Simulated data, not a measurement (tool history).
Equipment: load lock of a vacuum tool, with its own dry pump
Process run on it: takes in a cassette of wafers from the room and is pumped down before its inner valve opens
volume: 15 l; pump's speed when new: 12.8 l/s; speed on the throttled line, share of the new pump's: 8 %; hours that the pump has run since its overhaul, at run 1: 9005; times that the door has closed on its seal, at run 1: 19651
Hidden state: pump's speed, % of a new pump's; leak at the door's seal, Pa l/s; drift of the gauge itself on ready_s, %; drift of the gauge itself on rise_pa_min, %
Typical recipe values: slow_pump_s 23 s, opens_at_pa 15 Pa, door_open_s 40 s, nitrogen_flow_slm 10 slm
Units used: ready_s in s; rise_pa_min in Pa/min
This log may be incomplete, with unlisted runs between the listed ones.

run	day	slow_pump_s	opens_at_pa	door_open_s	nitrogen_flow_slm	hours that the pump has run since its overhaul	times that the door has closed on its seal	incoming humidity of the room's air, %	ready_s	rise_pa_min
1	0	23	15	40	10	9005	19651	47.1	32.3	0.112
2	24.096	23	15	40	10	9583	20369	49.7	32.3	0.113
3	43.383	23	15	40	15	10046	20943	50.3	32.3	0.117
# day 52.096: dry pump taken out, an overhauled one fitted
4	61.279	23	15	40	8	220	21469	45.8	31.4	0.113
5	89.829	23	15	40	10	906	22319	42.2	31.4	0.112
6	116.929	23	15	40	10	1556	23126	45.4	31.5	0.124
7	135.858	27	15	40	10	2010	23690	48.3	35.1	0.124
8	152.804	27	15	40	10	2417	24195	44.6	35.4	0.129
9	177.546	23	12	40	10	3011	24931	46	31.7	0.137
10	192.617	23	12	40	10	3373	25380	45.9	32.1	0.138
11	213.121	23	19	40	10	3865	25991	44.6	31.3	0.133
12	233.996	17	19	68	24	4366	26613	42.5	26	0.134
13	252.721	36	19	68	24	4815	27170	46	43.3	0.143
14	273.754	14	19	30	24	5320	27797	45.8	23.1	0.13
15	288.8	14	19	30	24	5681	28245	45.1	23.2	0.133
16	314.788	14	19	30	24	6305	29019	44.9	23.5	0.137
17	341.5	14	19	30	24	6946	29815	48.3	23.5	0.139
18	355.396	26	15	36	10	7279	30229	45.4	34.5	0.156
19	373.242	23	15	40	10	7708	30760	44.3	32.2	0.163
20	387.6	23	15	40	10	8052	31188	45.7	32	0.167

Branching from run 20: 5 alternative next runs. What would each branch give?
A	410.696	31	15	81	17	8606	31876	44.8	?	?
B	410.696	31	15	40	10	8606	31876	42.9	?	?
C	410.696	40	15	85	6	8606	31876	45.3	?	?
D	410.696	13	15	40	10	8606	31876	45.2	?	?
E	410.696	23	14	110	33	8606	31876	44.8	?	?

run	ready_s	rise_pa_min
A	39.3	0.175
B	39.3	0.171
C	47.9	0.185
D	22.9	0.164
E	32.6	0.167
With the hidden condition removed and each run's random variation left untouched, the same runs would have given:
run	ready_s	rise_pa_min
A	38.6	0.053
B	38.6	0.047
C	47.3	0.065
D	22	0.043
E	31.8	0.047
